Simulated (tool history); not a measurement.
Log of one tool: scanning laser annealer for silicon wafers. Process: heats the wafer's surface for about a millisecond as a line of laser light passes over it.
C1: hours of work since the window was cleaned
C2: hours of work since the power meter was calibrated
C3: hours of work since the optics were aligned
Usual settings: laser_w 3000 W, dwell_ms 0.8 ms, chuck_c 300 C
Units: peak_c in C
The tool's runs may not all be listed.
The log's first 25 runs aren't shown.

run 26 hour=233 | laser_w=2669 dwell_ms=0.964 chuck_c=281 | C1=353 C2=109 C3=109 | peak_c=996
run 27 hour=238.7 | laser_w=2669 dwell_ms=0.964 chuck_c=281 | C1=356 C2=112 C3=112 | peak_c=995
run 28 hour=249.8 | laser_w=3045 dwell_ms=0.767 chuck_c=281 | C1=361 C2=117 C3=117 | peak_c=1035
run 29 hour=257.6 | laser_w=3130 dwell_ms=0.652 chuck_c=281 | C1=364 C2=120 C3=120 | peak_c=1005
run 30 hour=264.5 | laser_w=2631 dwell_ms=0.784 chuck_c=308 | C1=367 C2=123 C3=123 | peak_c=951
run 31 hour=273.1 | laser_w=3295 dwell_ms=0.786 chuck_c=288 | C1=371 C2=127 C3=127 | peak_c=1124
run 32 hour=279 | laser_w=2781 dwell_ms=0.77 chuck_c=311 | C1=374 C2=130 C3=130 | peak_c=995
run 33 hour=290.5 | laser_w=2914 dwell_ms=0.847 chuck_c=326 | C1=379 C2=135 C3=135 | peak_c=1077

Forecast each of these 3 alternatives for the next run:
run A hour=296.6 | laser_w=3000 dwell_ms=0.957 chuck_c=282 | C1=381 C2=138 C3=138 | peak_c=?
run B hour=296.6 | laser_w=2805 dwell_ms=0.666 chuck_c=263 | C1=381 C2=138 C3=138 | peak_c=?
run C hour=296.6 | laser_w=2914 dwell_ms=0.683 chuck_c=326 | C1=381 C2=138 C3=138 | peak_c=?

run=A peak_c=1099
run=B peak_c=909
run=C peak_c=1010
Without the tool's hidden state the same runs would have given:
run=A peak_c=1112
run=B peak_c=919
run=C peak_c=1020
